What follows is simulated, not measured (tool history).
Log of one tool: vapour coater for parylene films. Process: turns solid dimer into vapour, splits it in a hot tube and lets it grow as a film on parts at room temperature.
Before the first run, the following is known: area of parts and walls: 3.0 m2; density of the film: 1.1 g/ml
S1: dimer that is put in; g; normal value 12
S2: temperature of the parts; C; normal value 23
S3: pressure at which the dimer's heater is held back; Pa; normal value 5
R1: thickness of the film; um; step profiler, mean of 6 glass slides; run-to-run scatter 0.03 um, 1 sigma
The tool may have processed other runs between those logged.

Run 1, hour 0: usual settings. Result: R1 2.78 um.
Run 2, hour 78.8: usual settings but S1 18 g. Result: R1 4.17 um.
Run 3, hour 125.5: usual settings but S1 18 g. Result: R1 4.19 um.
Run 4, hour 174.1: usual settings but S1 11 g. Result: R1 2.52 um.
Run 5, hour 224.5: usual settings but S1 11 g, S3 5.35 Pa. Result: R1 2.42 um.
At hour 276.1: trap's valve overhauled.
Run 6, hour 313.2: usual settings but S1 11 g, S3 5.35 Pa. Result: R1 2.3 um.
Run 7, hour 351: usual settings but S1 20 g. Result: R1 4.09 um.
At hour 424.2: trap's valve overhauled, once more.
Run 8, hour 439.9: usual settings but S1 20 g. Result: R1 5.02 um.
Run 9, hour 480.4: usual settings but S3 4.11 Pa. Result: R1 3.11 um.
Run 10, hour 551.3: usual settings but S1 20 g, S3 4.11 Pa. Result: R1 5.09 um.
Run 11, hour 588: usual settings but S1 20 g, S3 4.11 Pa. Result: R1 5.07 um.
Run 12, hour 629.4: usual settings. Result: R1 2.89 um.
Run 13, hour 690.1: usual settings. Result: R1 2.83 um.
Run 14, hour 747.5: usual settings but S2 34 C. Result: R1 1.89 um.
Run 15, hour 825.7: usual settings but S1 15 g, S2 20 C, S3 4.53 Pa. Result: R1 3.9 um.
At hour 835.4: table's thermometer calibrated.
Run 16, hour 911.7: usual settings but S1 15 g, S2 20 C, S3 4.53 Pa. Result: R1 3.65 um.
Run 17, hour 989.2: usual settings but S1 17 g, S2 17 C, S3 6.5 Pa. Result: R1 4.11 um.
At hour 1000.3: trap's valve overhauled.
Run 18, hour 1055.6: usual settings but S1 17 g, S2 17 C, S3 6.5 Pa. Result: R1 4.6 um.
Run 19, hour 1101: usual settings but S1 17 g, S2 17 C, S3 6.5 Pa. Result: R1 4.65 um.
Run 20, hour 1142.9: usual settings but S1 6 g, S2 20 C, S3 2.17 Pa. Result: R1 1.78 um.
Run 21, hour 1205.9: usual settings but S1 14 g, S2 20 C, S3 4.01 Pa. Result: R1 3.85 um.
Run 22, hour 1292.6: usual settings but S1 15 g, S2 22 C, S3 2.62 Pa. Result: R1 4.18 um.
Run 23, hour 1350.3: usual settings but S1 11 g, S2 19 C, S3 2.59 Pa. Result: R1 2.99 um.
Run 24, hour 1418.4: usual settings but S1 6 g, S2 17 C, S3 6.76 Pa. Result: R1 1.52 um.
Run 25, hour 1460.9: usual settings but S1 8 g, S3 11.12 Pa. Result: R1 1.45 um.
Run 26, hour 1504.2: usual settings but S1 9 g, S2 33 C, S3 11.12 Pa. Result: R1 1.12 um.
At hour 1575.9: trap's valve overhauled.
Run 27, hour 1580.7: usual settings but S1 9 g, S2 33 C, S3 11.12 Pa. Result: R1 1.26 um.
Run 28, hour 1652.7: usual settings but S1 6 g, S2 18 C, S3 4.56 Pa. Result: R1 1.73 um.

What if the next run were any one of these 3? Each begins from the tool's condition after run 28:
Run A, hour 1722.5: usual settings but S1 16 g, S2 26 C, S3 4.03 Pa. Result: R1 ?.
Run B, hour 1722.5: usual settings but S1 19 g. Result: R1 ?.
Run C, hour 1722.5: usual settings but S1 19 g, S2 18 C, S3 4.56 Pa. Result: R1 ?.

run    R1
  A  3.59
  B  4.49
  C  5.49
Without the tool's hidden state the same runs would have given:
run    R1
  A  3.62
  B  4.53
  C  5.54
